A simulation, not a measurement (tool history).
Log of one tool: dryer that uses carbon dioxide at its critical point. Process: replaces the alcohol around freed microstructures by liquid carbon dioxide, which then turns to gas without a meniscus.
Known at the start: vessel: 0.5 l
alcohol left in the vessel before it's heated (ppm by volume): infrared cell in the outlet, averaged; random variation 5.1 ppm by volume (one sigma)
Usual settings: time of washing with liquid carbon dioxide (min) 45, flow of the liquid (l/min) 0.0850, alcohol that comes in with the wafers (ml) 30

run,day,time of washing with liquid carbon dioxide (min),flow of the liquid (l/min),alcohol that comes in with the wafers (ml),alcohol left in the vessel before it's heated (ppm by volume)
1,0.000,45,0.0850,30,193
2,0.383,45,0.0850,30,177
3,0.812,45,0.0850,30,184
4,1.158,45,0.0850,30,199
5,1.654,45,0.0850,30,202
6,2.121,45,0.0850,30,211
7,2.583,45,0.0850,30,211
8,2.992,45,0.0850,30,214
9,3.292,61,0.0850,30,108
10,3.829,61,0.0850,30,111
11,4.275,45,0.0850,36,247
12,4.658,45,0.0850,30,228
13,4.929,41,0.0850,30,332
14,5.279,41,0.0850,91,793
# day 5.483: inlet filter changed
15,5.575,41,0.0850,91,380
16,5.867,41,0.0850,91,402
17,6.375,45,0.1215,30,111
18,6.779,45,0.1215,30,115
19,7.200,45,0.1215,30,113
20,7.521,45,0.0803,30,198
21,8.050,45,0.0850,30,181
22,8.425,31,0.0850,30,611
23,8.892,31,0.0850,30,616
24,9.196,45,0.0850,26,170
25,9.700,45,0.0850,26,179
26,10.050,44,0.0629,61,948
27,10.375,45,0.0850,26,183
28,10.833,45,0.0850,26,182
29,11.333,45,0.0850,26,198
30,11.675,41,0.0802,49,402
31,11.904,69,0.0850,81,145
32,12.171,45,0.0647,30,465
33,12.675,45,0.0647,30,477
34,13.058,32,0.0808,21,576
35,13.462,42,0.0860,87,429
36,13.721,42,0.0860,87,455
37,14.175,42,0.0703,87,1080
38,14.504,45,0.0966,94,253
39,14.938,41,0.1015,94,286
40,15.162,41,0.1015,94,296
41,15.558,41,0.1015,94,295
42,16.008,49,0.0683,37,388
43,16.479,49,0.0683,37,371
44,16.825,49,0.0683,37,385
45,17.267,71,0.0633,30,192
46,17.654,45,0.0850,23,240

Some steps in alcohol left in the vessel before it's heated (ppm by volume) between neighbouring runs. How much of each would the tool show without its hidden state too (settings, what came in, random variation), and how much is left for the hidden state, with any gauge scatter that isn't in both results?
The hidden state here: flow that reaches the vessel past the clogged filter, %; alcohol in the recycled carbon dioxide, ppm; drift of the gauge itself on alcohol_ppm, %.
Run 13 -> 14: alcohol that comes in with the wafers (ml) 30 -> 91. alcohol left in the vessel before it's heated (ppm by volume) +461: hidden state +283, all else +178.
Run 14 -> 15: inlet filter changed. alcohol left in the vessel before it's heated (ppm by volume) -413: hidden state -414, all else +1.
Run 25 -> 26: time of washing with liquid carbon dioxide (min) 45 -> 44, flow of the liquid (l/min) 0.0850 -> 0.0629, alcohol that comes in with the wafers (ml) 26 -> 61. alcohol left in the vessel before it's heated (ppm by volume) +769: hidden state +100, all else +669.
Run 26 -> 27: time of washing with liquid carbon dioxide (min) 44 -> 45, flow of the liquid (l/min) 0.0629 -> 0.0850, alcohol that comes in with the wafers (ml) 61 -> 26. alcohol left in the vessel before it's heated (ppm by volume) -765: hidden state -93, all else -672.
Run 37 -> 38: time of washing with liquid carbon dioxide (min) 42 -> 45, flow of the liquid (l/min) 0.0703 -> 0.0966, alcohol that comes in with the wafers (ml) 87 -> 94. alcohol left in the vessel before it's heated (ppm by volume) -827: hidden state -188, all else -639.

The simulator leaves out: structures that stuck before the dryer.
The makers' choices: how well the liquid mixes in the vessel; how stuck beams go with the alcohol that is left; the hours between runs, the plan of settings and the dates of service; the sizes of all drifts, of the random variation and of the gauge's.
